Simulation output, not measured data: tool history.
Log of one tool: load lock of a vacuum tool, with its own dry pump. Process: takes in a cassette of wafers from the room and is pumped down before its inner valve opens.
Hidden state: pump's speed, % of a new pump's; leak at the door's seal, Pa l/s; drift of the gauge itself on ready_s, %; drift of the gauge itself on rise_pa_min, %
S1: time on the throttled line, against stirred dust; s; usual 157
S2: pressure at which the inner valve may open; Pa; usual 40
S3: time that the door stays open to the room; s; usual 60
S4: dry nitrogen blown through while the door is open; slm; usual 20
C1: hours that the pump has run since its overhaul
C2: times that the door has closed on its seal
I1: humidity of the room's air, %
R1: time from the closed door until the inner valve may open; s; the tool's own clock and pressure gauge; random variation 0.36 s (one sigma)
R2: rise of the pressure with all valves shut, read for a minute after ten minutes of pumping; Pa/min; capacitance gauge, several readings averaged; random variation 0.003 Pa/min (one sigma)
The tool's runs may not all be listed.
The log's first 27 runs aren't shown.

run,day,S1,S2,S3,S4,C1,C2,I1,R1,R2
28,204.988,157,40,186,13,18999,46266,47.2,205.1,0.027
29,211.725,157,40,186,13,19161,46844,43,205.7,0.027
30,221.846,157,40,186,13,19404,47711,41,204.7,0.03
31,230.704,122,45,60,14,19617,48471,44.3,172.7,0.016
32,240.767,124,50,60,25,19858,49334,45.8,174,0.016
33,251.954,124,47,60,25,20127,50293,42.6,173.8,0.015
34,258.754,124,47,60,25,20290,50876,45,174.6,0.014
35,265.912,157,35,60,29,20462,51490,43.8,206.5,0.011
36,272.042,296,40,60,20,20609,52015,45.6,331.1,0.017

Forecast each of these 3 alternatives for the next run:
A,276.683,296,41,60,20,20720,52413,44.5,?,?
B,276.683,296,40,60,37,20720,52413,40.1,?,?
C,276.683,157,53,60,20,20720,52413,47.5,?,?

run,R1,R2
A,331.3,0.014
B,331.8,0.008
C,203.3,0.018
Without the tool's hidden state the same runs would have given:
run,R1,R2
A,331.3,0.013
B,331.7,0.007
C,203.3,0.017
